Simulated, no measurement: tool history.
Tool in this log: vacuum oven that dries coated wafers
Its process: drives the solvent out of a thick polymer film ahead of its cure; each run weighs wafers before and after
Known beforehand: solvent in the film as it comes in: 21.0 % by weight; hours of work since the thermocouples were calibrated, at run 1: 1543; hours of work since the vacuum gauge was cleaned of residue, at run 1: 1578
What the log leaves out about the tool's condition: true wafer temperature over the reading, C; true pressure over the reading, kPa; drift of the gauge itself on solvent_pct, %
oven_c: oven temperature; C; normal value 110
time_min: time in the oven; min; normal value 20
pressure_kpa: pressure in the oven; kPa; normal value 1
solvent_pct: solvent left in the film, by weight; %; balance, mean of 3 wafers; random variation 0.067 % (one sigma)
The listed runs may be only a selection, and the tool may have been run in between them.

| run | hour | oven_c | time_min | pressure_kpa | hours of work since the thermocouples were calibrated | hours of work since the vacuum gauge was cleaned of residue | solvent_pct |
|---|---|---|---|---|---|---|---|
| 1 | 0 | 110 | 20 | 1 | 1543 | 1578 | 4.62 |
| 2 | 65.1 | 113 | 20 | 1 | 1592 | 1627 | 3.45 |
| 3 | 152.6 | 113 | 20 | 1 | 1658 | 1693 | 3.54 |
|  | 213.2 | vacuum gauge cleaned of residue and calibrated |
| 4 | 241.5 | 113 | 20 | 1 | 1723 | 21 | 3.57 |
|  | 312.6 | oven's thermocouples calibrated |
| 5 | 328.4 | 125 | 20 | 1 | 12 | 85 | 0.94 |
| 6 | 381.6 | 113 | 20 | 1 | 52 | 125 | 3.55 |
| 7 | 459.7 | 113 | 20 | 1.17 | 111 | 184 | 3.62 |
| 8 | 505.3 | 110 | 20 | 1 | 145 | 219 | 4.56 |
| 9 | 556.7 | 110 | 30 | 1 | 184 | 257 | 2.49 |
| 10 | 629.1 | 110 | 20 | 1.12 | 239 | 312 | 4.44 |
| 11 | 703.8 | 110 | 20 | 0.69 | 295 | 368 | 4.44 |
| 12 | 745.8 | 110 | 20 | 1.39 | 326 | 400 | 4.68 |
| 13 | 815.1 | 110 | 20 | 1.39 | 379 | 452 | 4.58 |
| 14 | 882.6 | 107 | 28 | 0.73 | 430 | 503 | 3.58 |
| 15 | 972.6 | 107 | 28 | 0.73 | 497 | 571 | 3.55 |
| 16 | 1063.4 | 111 | 25 | 2.52 | 566 | 639 | 3.67 |

The next listed run, before its measurement:
| 17 | 1111.1 | 111 | 14 | 2.66 | 602 | 675 | ? |

For run 17 the tool returned solvent_pct 6.84 %.
With the hidden condition absent and the run-to-run variation left alone, this run would have shown solvent_pct 6.82 %.
